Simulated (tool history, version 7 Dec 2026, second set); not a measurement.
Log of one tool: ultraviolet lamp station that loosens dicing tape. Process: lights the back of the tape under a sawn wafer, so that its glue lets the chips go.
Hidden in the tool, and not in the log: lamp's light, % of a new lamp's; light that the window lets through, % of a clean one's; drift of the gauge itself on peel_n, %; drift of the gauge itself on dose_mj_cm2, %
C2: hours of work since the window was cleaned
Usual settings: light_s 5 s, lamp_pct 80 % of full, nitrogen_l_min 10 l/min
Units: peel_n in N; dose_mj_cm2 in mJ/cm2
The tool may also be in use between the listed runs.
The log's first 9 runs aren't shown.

Run 10, day 2.596: usual settings but lamp_pct 62 % of full; hours of work of the lamp 46; C2 362. Result: peel_n 0.937 N, dose_mj_cm2 383 mJ/cm2.
Run 11, day 2.862: usual settings but lamp_pct 62 % of full; hours of work of the lamp 49; C2 365. Result: peel_n 0.896 N, dose_mj_cm2 380 mJ/cm2.
Run 12, day 3.196: usual settings but light_s 9 s; hours of work of the lamp 53; C2 368. Result: peel_n 0.16 N, dose_mj_cm2 879 mJ/cm2.
Run 13, day 3.438: usual settings but light_s 4 s; hours of work of the lamp 56; C2 371. Result: peel_n 0.844 N, dose_mj_cm2 392 mJ/cm2.
At day 3.483: window cleaned of glue's vapour.
Run 14, day 3.758: usual settings but light_s 4 s; hours of work of the lamp 59; C2 3. Result: peel_n 0.663 N, dose_mj_cm2 438 mJ/cm2.
Run 15, day 4.096: usual settings but light_s 3 s; hours of work of the lamp 63; C2 7. Result: peel_n 1.257 N, dose_mj_cm2 335 mJ/cm2.
Run 16, day 4.283: usual settings but light_s 3 s; hours of work of the lamp 65; C2 9. Result: peel_n 1.247 N, dose_mj_cm2 331 mJ/cm2.
Run 17, day 4.733: usual settings but light_s 4 s; hours of work of the lamp 70; C2 14. Result: peel_n 0.69 N, dose_mj_cm2 433 mJ/cm2.
Run 18, day 5.121: usual settings but light_s 4 s; hours of work of the lamp 75; C2 19. Result: peel_n 0.697 N, dose_mj_cm2 439 mJ/cm2.
Run 19, day 5.383: usual settings but light_s 4 s, lamp_pct 69 % of full, nitrogen_l_min 9 l/min; hours of work of the lamp 78; C2 22. Result: peel_n 1.033 N, dose_mj_cm2 375 mJ/cm2.
Run 20, day 5.658: usual settings but light_s 4 s, lamp_pct 69 % of full, nitrogen_l_min 9 l/min; hours of work of the lamp 81; C2 25. Result: peel_n 1.008 N, dose_mj_cm2 379 mJ/cm2.
Run 21, day 5.883: usual settings but light_s 9 s; hours of work of the lamp 84; C2 28. Result: peel_n 0.128 N, dose_mj_cm2 978 mJ/cm2.
Run 22, day 6.288: usual settings but light_s 9 s; hours of work of the lamp 88; C2 32. Result: peel_n 0.132 N, dose_mj_cm2 973 mJ/cm2.
Run 23, day 6.725: usual settings but light_s 4 s, lamp_pct 90 % of full, nitrogen_l_min 3 l/min; hours of work of the lamp 93; C2 37. Result: peel_n 1.486 N, dose_mj_cm2 487 mJ/cm2.
Run 24, day 7.162: usual settings but light_s 4 s, lamp_pct 90 % of full, nitrogen_l_min 3 l/min; hours of work of the lamp 98; C2 42. Result: peel_n 1.558 N, dose_mj_cm2 486 mJ/cm2.
Run 25, day 7.442: usual settings but light_s 8 s, lamp_pct 90 % of full, nitrogen_l_min 3 l/min; hours of work of the lamp 102; C2 45. Result: peel_n 0.372 N, dose_mj_cm2 976 mJ/cm2.
Run 26, day 7.667: usual settings but light_s 10 s, lamp_pct 95 % of full, nitrogen_l_min 6 l/min; hours of work of the lamp 104; C2 48. Result: peel_n 0.122 N, dose_mj_cm2 1286 mJ/cm2.
Run 27, day 8.083: usual settings but lamp_pct 69 % of full; hours of work of the lamp 109; C2 53. Result: peel_n 0.609 N, dose_mj_cm2 461 mJ/cm2.
Run 28, day 8.346: usual settings but nitrogen_l_min 11 l/min; hours of work of the lamp 112; C2 56. Result: peel_n 0.385 N, dose_mj_cm2 528 mJ/cm2.
Run 29, day 8.642: usual settings but nitrogen_l_min 11 l/min; hours of work of the lamp 115; C2 59. Result: peel_n 0.4 N, dose_mj_cm2 531 mJ/cm2.
Run 30, day 8.958: usual settings but lamp_pct 99 % of full, nitrogen_l_min 14 l/min; hours of work of the lamp 119; C2 63. Result: peel_n 0.203 N, dose_mj_cm2 655 mJ/cm2.

Run 31 comes next. What will it give?
Run 31, day 9.25: usual settings but light_s 8 s, lamp_pct 61 % of full, nitrogen_l_min 5 l/min; hours of work of the lamp 122; C2 66. Result: peel_n ?, dose_mj_cm2 ?.

{"run 31": {"peel_n": 0.566, "dose_mj_cm2": 653}}
Without the tool's hidden state the same run would have given peel_n 0.489 N, dose_mj_cm2 694 mJ/cm2.
